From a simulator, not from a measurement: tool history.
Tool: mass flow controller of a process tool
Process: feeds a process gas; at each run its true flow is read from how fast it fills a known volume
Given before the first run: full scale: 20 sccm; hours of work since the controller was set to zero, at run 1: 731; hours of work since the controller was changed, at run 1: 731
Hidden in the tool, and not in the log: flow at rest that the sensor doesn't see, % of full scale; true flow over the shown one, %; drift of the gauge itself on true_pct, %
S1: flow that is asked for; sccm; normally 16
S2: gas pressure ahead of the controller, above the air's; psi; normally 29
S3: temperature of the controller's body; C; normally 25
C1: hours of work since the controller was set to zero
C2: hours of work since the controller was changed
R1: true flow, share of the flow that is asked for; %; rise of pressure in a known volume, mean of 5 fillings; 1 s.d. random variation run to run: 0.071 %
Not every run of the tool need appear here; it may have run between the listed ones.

run	hour	S1	S2	S3	C1	C2	R1
1	0	16	29	25	731	731	99.79
2	70.4	16	29	25	769	769	99.98
3	139.5	16	22	25	806	806	100.15
4	216.6	16	22	25	848	848	100.29
5	256.3	16	29	25	870	870	100.25
6	340.6	16	29	25	915	915	100.4
7	426.7	16	29	25	962	962	100.76
8	490.2	16	29	25	996	996	100.79
9	580.7	16	29	25	1045	1045	100.98
10	664	16	29	34	1090	1090	100.73
11	737.4	16	35.2	25	1130	1130	101.37
12	785.7	16	29.6	25	1156	1156	101.5
13	835	16	29.6	25	1183	1183	101.5
14	882.1	16	37.7	25	1208	1208	101.82

For run 15, what comes out?
15	962.1	16	33.4	29	1252	1252	?

Run 15 measured R1 101.59 %.
If the tool had no hidden condition, the same run with the same run-to-run variation would have returned R1 99.48 %.
